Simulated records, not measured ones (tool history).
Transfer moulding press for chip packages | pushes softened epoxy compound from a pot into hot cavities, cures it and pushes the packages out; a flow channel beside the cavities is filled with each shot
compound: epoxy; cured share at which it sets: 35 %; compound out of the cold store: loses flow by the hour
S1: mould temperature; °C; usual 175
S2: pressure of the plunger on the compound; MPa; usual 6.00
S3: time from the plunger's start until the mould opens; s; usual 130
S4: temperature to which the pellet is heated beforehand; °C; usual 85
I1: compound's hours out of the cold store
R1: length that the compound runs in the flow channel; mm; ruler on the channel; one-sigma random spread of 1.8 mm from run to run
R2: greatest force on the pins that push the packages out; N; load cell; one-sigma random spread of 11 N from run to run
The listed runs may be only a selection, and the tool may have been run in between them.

run,day,S1,S2,S3,S4,I1,R1,R2
1,0.000,175,6.00,130,85,11.1,716,935
2,1.254,175,6.00,130,85,27.0,660,993
# day 2.425: cavities cleaned with cleaning compound and waxed
3,2.725,175,6.00,134,85,27.9,648,562
4,3.783,175,6.00,134,85,13.1,700,794
5,4.521,175,6.00,134,85,38.5,611,879
6,5.350,175,6.00,130,85,9.2,710,1027
# day 6.767: cavities cleaned with cleaning compound and waxed
7,6.771,175,4.81,137,85,21.6,593,486
# day 7.050: plunger's sealing rings changed
8,7.962,177,5.27,146,75,9.3,678,680
9,8.842,175,6.75,156,85,22.8,718,783

Estimate the outcome of run 10 from the log above:
10,9.700,171,4.86,146,93,21.1,?,?

Logged for run 10: R1 629 mm, R2 988 N.
On a tool with no hidden condition, and with the same random variation, this run would have come out at R1 636 mm, R2 532 N.

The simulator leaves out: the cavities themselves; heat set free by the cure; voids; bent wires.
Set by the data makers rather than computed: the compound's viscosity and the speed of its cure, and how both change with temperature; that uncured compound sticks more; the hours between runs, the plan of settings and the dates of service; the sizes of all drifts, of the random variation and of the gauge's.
